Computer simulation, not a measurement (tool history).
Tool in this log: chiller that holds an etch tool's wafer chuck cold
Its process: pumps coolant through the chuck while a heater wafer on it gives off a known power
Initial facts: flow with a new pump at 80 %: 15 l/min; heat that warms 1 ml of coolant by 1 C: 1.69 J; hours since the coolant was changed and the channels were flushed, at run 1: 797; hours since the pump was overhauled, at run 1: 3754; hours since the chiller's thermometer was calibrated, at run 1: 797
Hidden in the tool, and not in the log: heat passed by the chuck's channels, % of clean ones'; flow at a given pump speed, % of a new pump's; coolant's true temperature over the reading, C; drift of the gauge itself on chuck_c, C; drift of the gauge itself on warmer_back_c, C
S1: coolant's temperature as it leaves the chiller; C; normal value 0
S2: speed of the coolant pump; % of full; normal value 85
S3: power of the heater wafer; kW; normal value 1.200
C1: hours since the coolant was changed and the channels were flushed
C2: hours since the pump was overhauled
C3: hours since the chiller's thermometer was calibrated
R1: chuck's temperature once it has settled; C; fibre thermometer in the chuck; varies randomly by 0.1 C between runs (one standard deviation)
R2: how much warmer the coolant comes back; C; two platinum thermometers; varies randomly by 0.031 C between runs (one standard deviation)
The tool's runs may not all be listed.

Run 1, hour 0.0: usual settings; C1 797; C2 3754; C3 797. Result: R1 10.2 C, R2 2.96 C.
Run 2, hour 159.9: usual settings but S1 -5 C; C1 957; C2 3914; C3 957. Result: R1 5.2 C, R2 2.98 C.
Run 3, hour 293.4: usual settings but S1 -5 C; C1 1090; C2 4047; C3 1090. Result: R1 5.5 C, R2 3.00 C.
Run 4, hour 415.8: usual settings; C1 1213; C2 4169; C3 1213. Result: R1 10.4 C, R2 2.97 C.
Run 5, hour 510.0: usual settings; C1 1307; C2 4264; C3 1307. Result: R1 10.6 C, R2 3.04 C.
Run 6, hour 654.8: usual settings; C1 1452; C2 4408; C3 1452. Result: R1 10.7 C, R2 3.03 C.
Run 7, hour 758.0: usual settings but S2 70 % of full; C1 1555; C2 4512; C3 1555. Result: R1 12.5 C, R2 3.62 C.
Run 8, hour 914.7: usual settings but S2 70 % of full; C1 1712; C2 4668; C3 1712. Result: R1 12.6 C, R2 3.75 C.
Run 9, hour 987.5: usual settings but S2 70 % of full; C1 1784; C2 4741; C3 1784. Result: R1 12.7 C, R2 3.73 C.
Run 10, hour 1103.2: usual settings but S2 70 % of full; C1 1900; C2 4857; C3 1900. Result: R1 12.9 C, R2 3.73 C.
Run 11, hour 1210.0: usual settings but S1 3 C; C1 2007; C2 4964; C3 2007. Result: R1 14.0 C, R2 3.15 C.
Run 12, hour 1325.0: usual settings but S1 3 C; C1 2122; C2 5079; C3 2122. Result: R1 14.0 C, R2 3.14 C.
Run 13, hour 1408.6: usual settings but S1 3 C; C1 2205; C2 5162; C3 2205. Result: R1 14.3 C, R2 3.14 C.
Run 14, hour 1494.8: usual settings but S1 3 C; C1 2292; C2 5248; C3 2292. Result: R1 14.4 C, R2 3.15 C.
At hour 1505.8: chiller's thermometer calibrated.
Run 15, hour 1586.4: usual settings; C1 2382; C2 5339; C3 81. Result: R1 10.8 C, R2 3.08 C.
Run 16, hour 1712.9: usual settings; C1 2509; C2 5466; C3 207. Result: R1 10.9 C, R2 3.07 C.
Run 17, hour 1820.7: usual settings but S1 -7 C, S2 94 % of full, S3 1.746 kW; C1 2617; C2 5573; C3 315. Result: R1 7.8 C, R2 4.18 C.
Run 18, hour 1939.8: usual settings but S2 82 % of full, S3 0.752 kW; C1 2736; C2 5692; C3 434. Result: R1 7.1 C, R2 2.06 C.
Run 19, hour 2058.4: usual settings but S2 82 % of full, S3 0.752 kW; C1 2854; C2 5811; C3 553. Result: R1 7.1 C, R2 2.01 C.
Run 20, hour 2158.0: usual settings but S1 -10 C, S2 82 % of full, S3 0.741 kW; C1 2954; C2 5911; C3 652. Result: R1 -2.8 C, R2 2.08 C.
Run 21, hour 2252.7: usual settings but S1 -8 C, S2 68 % of full, S3 0.622 kW; C1 3049; C2 6005; C3 747. Result: R1 -0.9 C, R2 2.09 C.
Run 22, hour 2402.3: usual settings but S2 68 % of full; C1 3198; C2 6155; C3 896. Result: R1 13.9 C, R2 4.00 C.
Run 23, hour 2552.9: usual settings but S3 1.335 kW; C1 3349; C2 6306; C3 1047. Result: R1 12.9 C, R2 3.57 C.
Run 24, hour 2673.3: usual settings but S3 1.335 kW; C1 3469; C2 6426; C3 1167. Result: R1 13.1 C, R2 3.61 C.
Run 25, hour 2750.9: usual settings but S3 1.335 kW; C1 3547; C2 6504; C3 1245. Result: R1 13.2 C, R2 3.61 C.
At hour 2794.7: coolant pump overhauled.
Run 26, hour 2863.0: usual settings but S1 -3 C, S2 68 % of full, S3 0.800 kW; C1 3654; C2 68; C3 1352. Result: R1 5.2 C, R2 2.31 C.
Run 27, hour 2944.2: usual settings but S1 1 C, S2 68 % of full, S3 1.156 kW; C1 3735; C2 149; C3 1433. Result: R1 12.8 C, R2 3.23 C.
Run 28, hour 3020.5: usual settings but S1 7 C, S2 61 % of full, S3 1.450 kW; C1 3811; C2 226; C3 1510. Result: R1 23.1 C, R2 4.58 C.
Run 29, hour 3174.0: usual settings but S1 4 C, S2 89 % of full, S3 1.516 kW; C1 3965; C2 379; C3 1663. Result: R1 16.6 C, R2 3.26 C.
Run 30, hour 3258.8: usual settings but S1 -2 C, S2 82 % of full, S3 0.670 kW; C1 4050; C2 464; C3 1748. Result: R1 4.0 C, R2 1.61 C.
Run 31, hour 3405.8: usual settings but S1 -2 C, S2 82 % of full, S3 0.670 kW; C1 4197; C2 611; C3 1895. Result: R1 4.5 C, R2 1.53 C.
Run 32, hour 3558.6: usual settings but S1 -7 C, S2 74 % of full, S3 1.124 kW; C1 4349; C2 764; C3 2048. Result: R1 4.2 C, R2 2.96 C.

Here are 3 independent what-if runs from the current tool condition. What would each one return?
Run A, hour 3658.4: usual settings but S1 -7 C, S3 1.124 kW; C1 4449; C2 864; C3 2148. Result: R1 ?, R2 ?.
Run B, hour 3658.4: usual settings but S1 -7 C, S2 82 % of full; C1 4449; C2 864; C3 2148. Result: R1 ?, R2 ?.
Run C, hour 3658.4: usual settings but S1 -9 C, S2 75 % of full, S3 0.990 kW; C1 4449; C2 864; C3 2148. Result: R1 ?, R2 ?.

run   R1    R2
  A  3.1  2.55
  B  4.3  2.86
  C  1.0  2.49
Stripped of hidden state, with their random variation kept, the same runs would have yielded:
run    R1    R2
  A   1.1  2.48
  B   2.2  2.78
  C  -0.9  2.42
